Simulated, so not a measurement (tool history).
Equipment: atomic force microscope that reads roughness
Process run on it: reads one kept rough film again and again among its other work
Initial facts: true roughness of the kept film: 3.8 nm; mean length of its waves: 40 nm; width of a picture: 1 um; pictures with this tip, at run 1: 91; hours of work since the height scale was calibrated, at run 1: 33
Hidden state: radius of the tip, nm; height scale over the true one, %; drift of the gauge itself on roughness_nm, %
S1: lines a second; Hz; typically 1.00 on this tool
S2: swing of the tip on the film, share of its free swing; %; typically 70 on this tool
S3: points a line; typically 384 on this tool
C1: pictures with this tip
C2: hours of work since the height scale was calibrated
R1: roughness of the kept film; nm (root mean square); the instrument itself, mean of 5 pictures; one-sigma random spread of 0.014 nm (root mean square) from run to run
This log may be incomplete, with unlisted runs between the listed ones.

| run | day | S1 | S2 | S3 | C1 | C2 | R1 |
|---|---|---|---|---|---|---|---|
| 1 | 0.000 | 1.00 | 70 | 384 | 91 | 33 | 3.180 |
| 2 | 0.238 | 1.00 | 70 | 384 | 97 | 36 | 3.130 |
| 3 | 0.638 | 1.00 | 70 | 384 | 107 | 40 | 3.124 |
| 4 | 0.833 | 1.00 | 70 | 384 | 111 | 42 | 3.081 |
| 5 | 1.212 | 1.00 | 70 | 384 | 121 | 46 | 3.078 |
| 6 | 1.450 | 1.00 | 70 | 384 | 127 | 49 | 3.058 |
| 7 | 1.817 | 1.00 | 70 | 384 | 136 | 53 | 3.015 |
|  | 2.088 | new tip fitted |
| 8 | 2.271 | 1.00 | 70 | 369 | 5 | 58 | 3.443 |
| 9 | 2.558 | 0.63 | 70 | 541 | 12 | 61 | 3.464 |
| 10 | 2.771 | 0.90 | 87 | 384 | 17 | 63 | 3.309 |
| 11 | 3.125 | 0.90 | 87 | 384 | 26 | 67 | 3.278 |
| 12 | 3.538 | 0.50 | 64 | 319 | 36 | 71 | 3.409 |
| 13 | 3.825 | 0.77 | 87 | 307 | 44 | 74 | 3.228 |
| 14 | 4.175 | 1.18 | 61 | 600 | 52 | 78 | 3.334 |

Alternative continuations, all from the tool just after run 14; predict every row:
| A | 4.408 | 0.51 | 75 | 384 | 58 | 81 | ? |
| B | 4.408 | 1.83 | 69 | 780 | 58 | 81 | ? |
| C | 4.408 | 3.95 | 81 | 351 | 58 | 81 | ? |
| D | 4.408 | 1.24 | 57 | 518 | 58 | 81 | ? |

| run | R1 |
|---|---|
| A | 3.313 |
| B | 3.211 |
| C | 2.835 |
| D | 3.318 |
Had the tool no hidden state, the same runs would have come out as:
| run | R1 |
|---|---|
| A | 3.507 |
| B | 3.399 |
| C | 3.002 |
| D | 3.512 |
